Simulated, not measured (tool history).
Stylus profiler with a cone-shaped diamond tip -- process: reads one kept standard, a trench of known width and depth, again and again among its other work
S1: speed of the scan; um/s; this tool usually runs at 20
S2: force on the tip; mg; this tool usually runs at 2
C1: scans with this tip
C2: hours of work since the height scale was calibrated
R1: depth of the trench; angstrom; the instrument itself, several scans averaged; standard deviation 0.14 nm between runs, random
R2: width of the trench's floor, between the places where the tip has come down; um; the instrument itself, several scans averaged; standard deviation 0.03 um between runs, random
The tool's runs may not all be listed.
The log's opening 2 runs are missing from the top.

run 3 hour=25 | S1=42 S2=2 | C1=1005 C2=137 | R1=5075.4 R2=47.09
run 4 hour=46.8 | S1=65 S2=2 | C1=1125 C2=153 | R1=5072.2 R2=46.95
run 5 hour=61.5 | S1=20 S2=2 | C1=1206 C2=164 | R1=5075.2 R2=47.24
run 6 hour=72.7 | S1=20 S2=0.99 | C1=1268 C2=173 | R1=5048.9 R2=47.1
run 7 hour=86.1 | S1=20 S2=0.99 | C1=1342 C2=183 | R1=5043.2 R2=47.1
run 8 hour=104.1 | S1=9 S2=0.99 | C1=1442 C2=196 | R1=5045.8 R2=47.25
run 9 hour=121.2 | S1=9 S2=2.14 | C1=1536 C2=209 | R1=5077.9 R2=47.25
run 10 hour=131.7 | S1=9 S2=2.14 | C1=1594 C2=217 | R1=5076.9 R2=47.29
run 11 hour=145.9 | S1=9 S2=2.14 | C1=1672 C2=228 | R1=5075.8 R2=47.34
run 12 hour=160.1 | S1=8 S2=2.14 | C1=1751 C2=238 | R1=5077.8 R2=47.25
run 13 hour=184 | S1=38 S2=2 | C1=1883 C2=256 | R1=5072.1 R2=47.14
run 14 hour=201.9 | S1=8 S2=2 | C1=1982 C2=270 | R1=5073.9 R2=47.32
run 15 hour=220.6 | S1=20 S2=2.89 | C1=2085 C2=284 | R1=5094.3 R2=47.26
run 16 hour=237.5 | S1=20 S2=1.37 | C1=2179 C2=296 | R1=5055.6 R2=47.18
run 17 hour=250.3 | S1=20 S2=1.37 | C1=2250 C2=306 | R1=5057.4 R2=47.16
run 18 hour=273.7 | S1=20 S2=1.37 | C1=2378 C2=324 | R1=5060.2 R2=47.26
run 19 hour=296.6 | S1=20 S2=4.87 | C1=2505 C2=341 | R1=5132.7 R2=47.26
run 20 hour=306.7 | S1=20 S2=4.87 | C1=2561 C2=348 | R1=5136.4 R2=47.27
run 21 hour=319.4 | S1=20 S2=4.87 | C1=2631 C2=358 | R1=5135.3 R2=47.3
run 22 hour=331.1 | S1=20 S2=4.87 | C1=2696 C2=367 | R1=5133.5 R2=47.23
run 23 hour=348.2 | S1=17 S2=3.19 | C1=2790 C2=380 | R1=5103.4 R2=47.23
run 24 hour=358.7 | S1=20 S2=1 | C1=2848 C2=388 | R1=5048.4 R2=47.17
run 25 hour=374.6 | S1=59 S2=4.35 | C1=2936 C2=399 | R1=5127.3 R2=47.07
run 26 hour=398 | S1=21 S2=2.1 | C1=3065 C2=417 | R1=5076.7 R2=47.25

Run 27 has not been measured yet. What should we expect?
run 27 hour=411.1 | S1=11 S2=0.89 | C1=3138 C2=427 | R1=? R2=?

{"run 27": {"R1": 5041.4, "R2": 47.28}}
If the tool had no hidden condition, the same run with the same run-to-run variation would have returned R1 5041.2 angstrom, R2 47.28 um.

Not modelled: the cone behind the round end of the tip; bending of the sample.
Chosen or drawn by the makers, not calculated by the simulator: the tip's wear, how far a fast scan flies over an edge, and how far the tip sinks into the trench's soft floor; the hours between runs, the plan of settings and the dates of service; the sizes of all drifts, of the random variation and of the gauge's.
